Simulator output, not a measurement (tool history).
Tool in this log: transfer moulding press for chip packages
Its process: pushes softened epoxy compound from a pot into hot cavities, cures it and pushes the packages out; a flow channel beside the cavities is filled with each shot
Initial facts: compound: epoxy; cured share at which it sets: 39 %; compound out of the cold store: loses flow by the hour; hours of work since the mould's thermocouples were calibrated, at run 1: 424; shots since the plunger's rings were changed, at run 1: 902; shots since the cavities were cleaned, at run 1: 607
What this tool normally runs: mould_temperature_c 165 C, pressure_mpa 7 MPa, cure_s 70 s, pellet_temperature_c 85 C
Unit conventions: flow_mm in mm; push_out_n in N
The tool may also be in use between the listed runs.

| run | day | mould_temperature_c | pressure_mpa | cure_s | pellet_temperature_c | hours of work since the mould's thermocouples were calibrated | shots since the plunger's rings were changed | shots since the cavities were cleaned | incoming compound's hours out of the cold store | flow_mm | push_out_n |
|---|---|---|---|---|---|---|---|---|---|---|---|
| 1 | 0 | 165 | 7 | 70 | 85 | 424 | 902 | 607 | 27.9 | 489 | 1197 |
|  | 1.646 | cavities cleaned with cleaning compound and waxed |
| 2 | 2.175 | 165 | 7 | 70 | 85 | 461 | 1673 | 193 | 25.8 | 489 | 1020 |
|  | 3.204 | mould's thermocouples calibrated |
| 3 | 3.821 | 165 | 7 | 70 | 85 | 11 | 2244 | 764 | 36.4 | 468 | 1051 |
|  | 5.096 | cavities cleaned with cleaning compound and waxed |
| 4 | 5.546 | 165 | 7 | 70 | 85 | 39 | 2850 | 164 | 42.8 | 463 | 891 |
| 5 | 6.492 | 165 | 7 | 70 | 85 | 55 | 3196 | 510 | 15.8 | 489 | 1117 |
| 6 | 7.983 | 165 | 7 | 70 | 85 | 81 | 3740 | 1054 | 46.8 | 452 | 1127 |
|  | 8.512 | cavities cleaned with cleaning compound and waxed |
| 7 | 9.775 | 165 | 7 | 70 | 85 | 111 | 4370 | 460 | 36.6 | 462 | 1025 |
|  | 10.338 | plunger's sealing rings changed |
| 8 | 11.292 | 165 | 7 | 70 | 85 | 135 | 347 | 976 | 45.4 | 470 | 1116 |
|  | 11.946 | cavities cleaned with cleaning compound and waxed |
| 9 | 12.433 | 165 | 7 | 70 | 85 | 154 | 741 | 177 | 29.8 | 492 | 954 |
| 10 | 14.075 | 165 | 7 | 70 | 85 | 182 | 1340 | 776 | 36.8 | 476 | 1103 |
|  | 15.362 | cavities cleaned with cleaning compound and waxed |
| 11 | 15.454 | 165 | 7 | 70 | 85 | 204 | 1820 | 32 | 13.6 | 510 | 869 |
| 12 | 17.046 | 165 | 7 | 70 | 85 | 232 | 2402 | 614 | 20.9 | 493 | 1147 |
| 13 | 17.938 | 165 | 7 | 70 | 85 | 247 | 2728 | 940 | 12.5 | 502 | 1208 |
|  | 18.654 | cavities cleaned with cleaning compound and waxed |
| 14 | 18.95 | 165 | 7 | 70 | 85 | 263 | 3075 | 109 | 9.5 | 512 | 934 |
| 15 | 20.762 | 165 | 7 | 69 | 85 | 294 | 3736 | 770 | 24 | 481 | 1258 |
|  | 22.025 | cavities cleaned with cleaning compound and waxed |
| 16 | 22.825 | 167 | 6.48 | 70 | 85 | 329 | 4465 | 292 | 14.6 | 465 | 935 |
|  | 23.071 | plunger's sealing rings changed |
| 17 | 24.529 | 167 | 6.48 | 70 | 85 | 356 | 531 | 876 | 27.1 | 469 | 1047 |
|  | 25.538 | cavities cleaned with cleaning compound and waxed |
| 18 | 26.033 | 170 | 5.2 | 70 | 91 | 381 | 1058 | 181 | 33 | 406 | 696 |
| 19 | 27.054 | 167 | 6.52 | 108 | 91 | 399 | 1430 | 553 | 27.5 | 465 | 612 |
|  | 28.929 | cavities cleaned with cleaning compound and waxed |
| 20 | 29.196 | 165 | 5.69 | 70 | 94 | 434 | 2190 | 97 | 37.6 | 425 | 852 |
| 21 | 30.988 | 165 | 5.69 | 70 | 94 | 465 | 2844 | 751 | 31.6 | 426 | 1071 |
|  | 31.788 | mould's thermocouples calibrated |
|  | 32.388 | cavities cleaned with cleaning compound and waxed |
| 22 | 32.754 | 158 | 7 | 70 | 85 | 16 | 3434 | 132 | 10.6 | 520 | 1537 |
| 23 | 33.754 | 158 | 6.94 | 86 | 94 | 33 | 3800 | 498 | 42.2 | 469 | 1042 |
| 24 | 35.212 | 158 | 6.81 | 86 | 92 | 58 | 4332 | 1030 | 33.8 | 474 | 1049 |
|  | 35.842 | plunger's sealing rings changed |
|  | 35.904 | cavities cleaned with cleaning compound and waxed |
| 25 | 37.462 | 162 | 7 | 70 | 85 | 94 | 568 | 568 | 41.9 | 481 | 1293 |
|  | 39.25 | cavities cleaned with cleaning compound and waxed |
| 26 | 39.25 | 162 | 7 | 70 | 85 | 123 | 1198 | 0 | 39.5 | 475 | 961 |
| 27 | 41.067 | 162 | 7 | 70 | 85 | 154 | 1862 | 664 | 42.8 | 478 | 1365 |

Pick out some run-to-run changes in flow_mm. Of each, how much would a tool without hidden state show as well, from the settings, what came in and chance, and how much is left for the hidden state and any gauge scatter not in both results compared?
Hidden state present: true mould temperature over the reading, C; pressure that reaches the compound, % of what is set; grip of the stained cavities, % over clean ones'; drift of the gauge itself on flow_mm, %; drift of the gauge itself on push_out_n, %.
Run 7 -> 8: plunger's sealing rings changed. flow_mm +8 mm: hidden state +20, all else -12.
Run 16 -> 17: plunger's sealing rings changed. flow_mm +4 mm: hidden state +21, all else -17.
Run 17 -> 18: mould_temperature_c 167 -> 170, pressure_mpa 6.48 -> 5.2, pellet_temperature_c 85 -> 91, cavities cleaned with cleaning compound and waxed. flow_mm -63 mm: hidden state -1, all else -62.
Run 21 -> 22: mould_temperature_c 165 -> 158, pressure_mpa 5.69 -> 7, pellet_temperature_c 94 -> 85, mould's thermocouples calibrated, cavities cleaned with cleaning compound and waxed. flow_mm +94 mm: hidden state -7, all else +101.

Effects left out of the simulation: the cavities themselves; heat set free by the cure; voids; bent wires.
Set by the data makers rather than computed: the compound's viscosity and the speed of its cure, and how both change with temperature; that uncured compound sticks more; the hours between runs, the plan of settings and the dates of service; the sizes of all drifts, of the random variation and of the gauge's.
